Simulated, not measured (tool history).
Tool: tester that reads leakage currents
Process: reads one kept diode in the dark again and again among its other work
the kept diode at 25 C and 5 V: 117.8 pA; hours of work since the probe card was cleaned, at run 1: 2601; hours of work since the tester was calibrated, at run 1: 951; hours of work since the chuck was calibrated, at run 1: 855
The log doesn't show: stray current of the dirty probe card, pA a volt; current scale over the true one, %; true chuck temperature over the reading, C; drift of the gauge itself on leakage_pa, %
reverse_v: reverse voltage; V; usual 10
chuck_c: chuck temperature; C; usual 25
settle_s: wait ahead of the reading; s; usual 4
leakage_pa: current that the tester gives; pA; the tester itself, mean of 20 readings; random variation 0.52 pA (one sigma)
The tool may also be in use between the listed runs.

run      day  reverse_v  chuck_c  settle_s  hours of work since the probe card was cleaned  hours of work since the tester was calibrated  hours of work since the chuck was calibrated  leakage_pa
  1        0         10       25         4                                            2601                                            951                                           855       177.1
  2    3.075         10       25         4                                            2637                                            988                                           892      175.77
  3    7.271         10       25         4                                            2688                                           1038                                           942      176.82
  4   12.688         10       25         4                                            2752                                           1103                                          1007      175.97
  5     16.9       12.9       25         4                                            2803                                           1153                                          1057      204.56
  6   21.217       12.9       25         4                                            2854                                           1205                                          1109      204.56
  7   24.396        1.9       25         4                                            2892                                           1243                                          1147       65.86
  8   28.708        1.7       25         4                                            2944                                           1295                                          1198       61.63
      31.233  -- chuck's temperature calibrated
  9   33.242        1.7       25         4                                            2997                                           1348                                            24       66.54
 10   38.492        1.7       25         4                                            3060                                           1411                                            87       66.06
 11   41.438        1.7       25         4                                            3095                                           1446                                           122       66.58
 12   46.738        1.7       25         4                                            3159                                           1509                                           185        65.6
 13   51.025        1.7       25         4                                            3210                                           1561                                           237       65.89
 14   54.329         10       32         4                                            3250                                           1600                                           276      299.68
 15   57.125         10       25         4                                            3283                                           1634                                           310       184.5
 16   61.492         10       25      9.15                                            3335                                           1686                                           362         184
 17   63.992        1.4       25         4                                            3365                                           1716                                           392       58.26
      65.796  -- probe card cleaned and baked
 18   66.762        1.4       25         4                                              12                                           1747                                           424       58.65
 19   69.071        1.4       25         4                                              39                                           1775                                           451       59.22
 20   73.962        1.4       25         4                                              98                                           1834                                           510       59.01
 21   78.296        4.6       25      7.14                                             150                                           1885                                           562      118.49
      81.567  -- probe card cleaned and baked, once more
 22   81.742        4.6       25      4.45                                               2                                           1925                                           601      106.15
 23     85.2        4.6       25      4.45                                              44                                           1967                                           643      105.99
 24   89.608       14.9       25         4                                              96                                           2019                                           695      204.07
 25   93.038        1.7       26      3.48                                             137                                           2060                                           737        65.1
 26   98.312       17.3       51      1.12                                             200                                           2123                                           800     1376.83
 27  102.608        3.2       43       8.5                                             252                                           2175                                           851      314.58
 28  105.592        4.4       43       8.5                                             287                                           2210                                           887      374.27
 29  111.029       14.8       59         4                                             353                                           2276                                           952     2070.06
 30  114.329        7.2       46         4                                             392                                           2315                                           991      600.04
 31   118.55        7.2       46         4                                             443                                           2366                                          1042      597.62
 32  123.138        3.1       32      0.56                                             497                                           2420                                          1097       139.9
 33  126.454          7       30      2.58                                             537                                           2460                                          1136      190.25
     129.358  -- tester calibrated
 34  131.621          7       21      2.58                                             598                                             27                                          1197       97.09
         134  -- chuck's temperature calibrated
 35  137.033          7       21      2.58                                             662                                             91                                            36      107.72
 36  139.321       19.4       25      6.48                                             689                                            118                                            64      259.44
 37  144.612        3.4       25       1.9                                             752                                            182                                           127       96.69
 38  149.488        1.3       27      6.57                                             811                                            240                                           185       64.93
 39  153.812         10       43         4                                             862                                            292                                           237      634.23

Hidden state or all else? Some run-to-run changes of leakage_pa, split into what the settings, what came in and random variation would give without the hidden state, and what is left for the hidden state (with any gauge scatter that isn't in both results):
Run 25 -> 26: reverse_v 1.7 -> 17.3, chuck_c 26 -> 51, settle_s 3.48 -> 1.12. leakage_pa +1311.73 pA: hidden state -85.13, all else +1396.86.
Run 28 -> 29: reverse_v 4.4 -> 14.8, chuck_c 43 -> 59, settle_s 8.5 -> 4. leakage_pa +1695.79 pA: hidden state -123.34, all else +1819.13.
Run 29 -> 30: reverse_v 14.8 -> 7.2, chuck_c 59 -> 46. leakage_pa -1470.02 pA: hidden state +103.07, all else -1573.09.
